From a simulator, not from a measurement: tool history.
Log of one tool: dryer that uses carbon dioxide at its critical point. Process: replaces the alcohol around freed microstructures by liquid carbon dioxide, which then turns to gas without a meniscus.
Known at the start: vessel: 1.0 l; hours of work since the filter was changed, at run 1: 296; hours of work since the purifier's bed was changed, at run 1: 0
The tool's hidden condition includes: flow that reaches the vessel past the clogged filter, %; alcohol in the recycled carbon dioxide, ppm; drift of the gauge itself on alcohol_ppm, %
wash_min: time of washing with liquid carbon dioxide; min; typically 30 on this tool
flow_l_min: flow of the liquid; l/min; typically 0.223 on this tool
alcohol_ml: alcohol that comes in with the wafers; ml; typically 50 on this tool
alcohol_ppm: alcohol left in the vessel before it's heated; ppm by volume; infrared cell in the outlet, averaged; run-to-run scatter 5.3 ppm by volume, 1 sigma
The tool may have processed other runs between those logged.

| run | hour | wash_min | flow_l_min | alcohol_ml | hours of work since the filter was changed | hours of work since the purifier's bed was changed | alcohol_ppm |
|---|---|---|---|---|---|---|---|
| 1 | 0 | 30 | 0.223 | 50 | 296 | 0 | 211 |
| 2 | 27.9 | 30 | 0.223 | 50 | 316 | 20 | 240 |
| 3 | 77.9 | 30 | 0.223 | 50 | 352 | 56 | 256 |
| 4 | 99.6 | 30 | 0.223 | 23 | 367 | 71 | 128 |
| 5 | 134.2 | 30 | 0.223 | 23 | 392 | 96 | 127 |
| 6 | 185.1 | 30 | 0.223 | 23 | 428 | 133 | 146 |
| 7 | 221.3 | 30 | 0.223 | 23 | 454 | 159 | 170 |
| 8 | 244.6 | 30 | 0.223 | 50 | 471 | 175 | 333 |
|  | 259.8 | inlet filter changed |
| 9 | 289 | 30 | 0.294 | 50 | 21 | 206 | 33 |
| 10 | 335.3 | 30 | 0.294 | 50 | 54 | 240 | 55 |
| 11 | 376.8 | 30 | 0.28 | 50 | 84 | 269 | 66 |
| 12 | 411.1 | 30 | 0.223 | 50 | 108 | 294 | 176 |
| 13 | 432.9 | 30 | 0.223 | 50 | 124 | 309 | 188 |
| 14 | 467.2 | 30 | 0.223 | 50 | 149 | 334 | 199 |
| 15 | 516.2 | 30 | 0.223 | 50 | 184 | 369 | 220 |
| 16 | 556.3 | 30 | 0.223 | 50 | 212 | 398 | 227 |
| 17 | 583.4 | 30 | 0.223 | 50 | 232 | 417 | 240 |
| 18 | 626.3 | 30 | 0.223 | 50 | 263 | 448 | 251 |
| 19 | 657.4 | 30 | 0.223 | 50 | 285 | 470 | 257 |
| 20 | 702.2 | 43 | 0.299 | 50 | 317 | 503 | 61 |
| 21 | 744.9 | 19 | 0.317 | 50 | 348 | 533 | 441 |
| 22 | 767.6 | 19 | 0.317 | 50 | 364 | 549 | 443 |
|  | 810.8 | purifier's bed changed |
| 23 | 810.8 | 19 | 0.317 | 50 | 393 | 0 | 415 |
| 24 | 834.5 | 29 | 0.147 | 28 | 410 | 17 | 1111 |
| 25 | 867.2 | 31 | 0.282 | 118 | 433 | 40 | 134 |
| 26 | 909.7 | 21 | 0.262 | 29 | 464 | 71 | 439 |
|  | 935.1 | inlet filter changed |
| 27 | 960.2 | 21 | 0.262 | 49 | 18 | 106 | 336 |
| 28 | 992.1 | 36 | 0.262 | 62 | 41 | 129 | 35 |
| 29 | 1029.5 | 36 | 0.262 | 62 | 68 | 156 | 28 |
| 30 | 1080.7 | 33 | 0.249 | 50 | 104 | 193 | 62 |
| 31 | 1102.7 | 26 | 0.197 | 36 | 120 | 208 | 449 |
| 32 | 1129.9 | 27 | 0.223 | 49 | 140 | 228 | 301 |

Run 33 comes next. What will it give?
| 33 | 1176.1 | 30 | 0.223 | 41 | 173 | 261 | ? |

Run 33 yielded alcohol_ppm 166 ppm by volume.
With the hidden condition absent and the run-to-run variation left alone, this run would have shown alcohol_ppm 97 ppm by volume.
